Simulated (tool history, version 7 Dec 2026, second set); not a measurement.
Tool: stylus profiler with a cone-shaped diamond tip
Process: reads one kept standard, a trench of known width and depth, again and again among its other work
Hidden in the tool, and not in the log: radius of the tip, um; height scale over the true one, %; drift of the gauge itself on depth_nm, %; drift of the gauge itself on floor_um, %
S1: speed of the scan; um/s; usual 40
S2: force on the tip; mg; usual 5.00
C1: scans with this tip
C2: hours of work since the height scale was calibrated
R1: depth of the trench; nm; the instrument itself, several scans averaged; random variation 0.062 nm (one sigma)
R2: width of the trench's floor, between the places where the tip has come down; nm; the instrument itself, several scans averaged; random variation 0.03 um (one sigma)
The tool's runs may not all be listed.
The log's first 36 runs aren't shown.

run,hour,S1,S2,C1,C2,R1,R2
37,3728.8,148,11.13,8071,1599,510.56,44700
38,3863.9,43,5.69,8360,1656,506.33,44790
39,3940.9,89,3.41,8524,1689,504.18,44620
# hour 3980.1: height scale calibrated on a step standard
40,4012.4,86,4.86,8676,14,506.75,44630
41,4084.6,72,3.33,8830,44,505.15,44630
42,4182.8,72,3.33,9040,86,505.15,44660
43,4244.8,13,2.86,9173,112,504.58,44810
44,4327.1,72,3.71,9348,147,505.38,44620

Forecast each of these 4 alternatives for the next run:
A,4474.4,115,3.90,9663,209,?,?
B,4474.4,72,9.37,9663,209,?,?
C,4474.4,45,1.90,9663,209,?,?
D,4474.4,63,3.05,9663,209,?,?

run,R1,R2
A,505.62,44510
B,510.29,44690
C,503.42,44610
D,504.77,44600
Without the tool's hidden state the same runs would have given:
run,R1,R2
A,505.84,45350
B,510.51,45530
C,503.64,45440
D,504.98,45440
